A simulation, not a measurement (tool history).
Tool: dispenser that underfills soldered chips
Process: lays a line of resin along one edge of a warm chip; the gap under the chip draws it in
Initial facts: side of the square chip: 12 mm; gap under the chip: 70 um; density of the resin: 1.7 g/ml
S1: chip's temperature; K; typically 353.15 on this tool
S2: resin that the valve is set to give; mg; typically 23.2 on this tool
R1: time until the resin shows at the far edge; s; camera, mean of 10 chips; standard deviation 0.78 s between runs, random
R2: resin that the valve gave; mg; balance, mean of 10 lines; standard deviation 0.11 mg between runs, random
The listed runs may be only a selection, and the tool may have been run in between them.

| run | hour | S1 | S2 | R1 | R2 |
|---|---|---|---|---|---|
| 1 | 0 | 353.15 | 23.2 | 106.4 | 22.69 |
|  | 3.2 | new syringe of resin |
| 2 | 4.1 | 353.15 | 23.2 | 75.9 | 22.51 |
| 3 | 7.7 | 353.15 | 23.8 | 89.4 | 23.01 |
| 4 | 10.4 | 353.15 | 28.1 | 96.4 | 27.34 |
|  | 14.6 | new syringe of resin |
| 5 | 15.2 | 353.15 | 28.1 | 70.5 | 27.23 |
| 6 | 18.2 | 353.15 | 28.1 | 81.6 | 27.23 |
| 7 | 22.1 | 353.15 | 28.1 | 97.4 | 27.25 |
| 8 | 25 | 353.15 | 28.1 | 109.2 | 27.19 |
|  | 25.8 | new syringe of resin |
| 9 | 28.2 | 348.15 | 28.1 | 88.9 | 27.2 |
| 10 | 31.8 | 348.15 | 28.1 | 107 | 27.08 |
| 11 | 34.5 | 348.15 | 28.1 | 121 | 26.99 |
|  | 37.1 | new syringe of resin |
| 12 | 38.4 | 348.15 | 28.1 | 84.3 | 27.2 |
| 13 | 41.9 | 348.15 | 28.1 | 100.1 | 27.08 |
| 14 | 44.2 | 356.15 | 28.1 | 87.4 | 27.21 |
| 15 | 47.4 | 356.15 | 28.1 | 100.6 | 26.9 |
|  | 48.4 | new syringe of resin |
| 16 | 51.4 | 356.15 | 28.1 | 71.6 | 27.18 |
| 17 | 55.3 | 353.15 | 23.2 | 97.5 | 22.31 |
| 18 | 57.7 | 353.15 | 24.9 | 105.8 | 24.02 |
|  | 59.6 | new syringe of resin |
| 19 | 61 | 353.15 | 24.9 | 76.3 | 23.96 |
| 20 | 63.1 | 352.15 | 19.9 | 93.6 | 19.1 |
| 21 | 66 | 352.15 | 19.9 | 104.3 | 19.05 |
| 22 | 68.9 | 345.15 | 25 | 135.6 | 23.78 |
|  | 70.8 | new syringe of resin |
| 23 | 72.5 | 361.15 | 20.5 | 65.1 | 19.64 |
| 24 | 75.5 | 361.15 | 20.5 | 74.4 | 19.67 |
| 25 | 78.2 | 361.15 | 20.5 | 84 | 19.71 |
|  | 82.1 | new syringe of resin |
| 26 | 82.6 | 361.15 | 20.5 | 62.4 | 19.78 |
| 27 | 85.6 | 352.15 | 27.2 | 83.7 | 25.95 |
| 28 | 88.9 | 352.15 | 27.2 | 97.4 | 25.9 |
| 29 | 91.1 | 346.15 | 20.5 | 139.1 | 19.53 |
|  | 93.2 | new syringe of resin |
| 30 | 93.5 | 358.15 | 25.3 | 61.5 | 23.97 |
| 31 | 98.3 | 355.15 | 23 | 85 | 22.02 |
|  | 100.6 | dispensing valve cleaned and set on the balance |
| 32 | 101.9 | 349.15 | 20.9 | 116.5 | 20.91 |
|  | 105.6 | new syringe of resin |
| 33 | 105.6 | 349.15 | 20.9 | 84.1 | 20.94 |
| 34 | 107.5 | 349.15 | 20.9 | 91.3 | 20.82 |
| 35 | 110.3 | 362.15 | 28.8 | 65.2 | 28.76 |
| 36 | 114.3 | 339.15 | 29.5 | 155.6 | 29.33 |

What if the next run were any one of these 3? Each begins from the tool's condition after run 36:
|  | 116.8 | new syringe of resin |
| A | 119.2 | 339.15 | 23.4 | ? | ? |
|  | 116.8 | new syringe of resin |
| B | 119.2 | 352.15 | 29.5 | ? | ? |
|  | 116.8 | new syringe of resin |
| C | 119.2 | 357.15 | 28.6 | ? | ? |

| run | R1 | R2 |
|---|---|---|
| A | 116.8 | 23.41 |
| B | 77.6 | 29.31 |
| C | 68.1 | 28.48 |
Had the tool no hidden state, the same runs would have come out as:
| run | R1 | R2 |
|---|---|---|
| A | 108.4 | 23.49 |
| B | 72 | 29.41 |
| C | 63.1 | 28.58 |

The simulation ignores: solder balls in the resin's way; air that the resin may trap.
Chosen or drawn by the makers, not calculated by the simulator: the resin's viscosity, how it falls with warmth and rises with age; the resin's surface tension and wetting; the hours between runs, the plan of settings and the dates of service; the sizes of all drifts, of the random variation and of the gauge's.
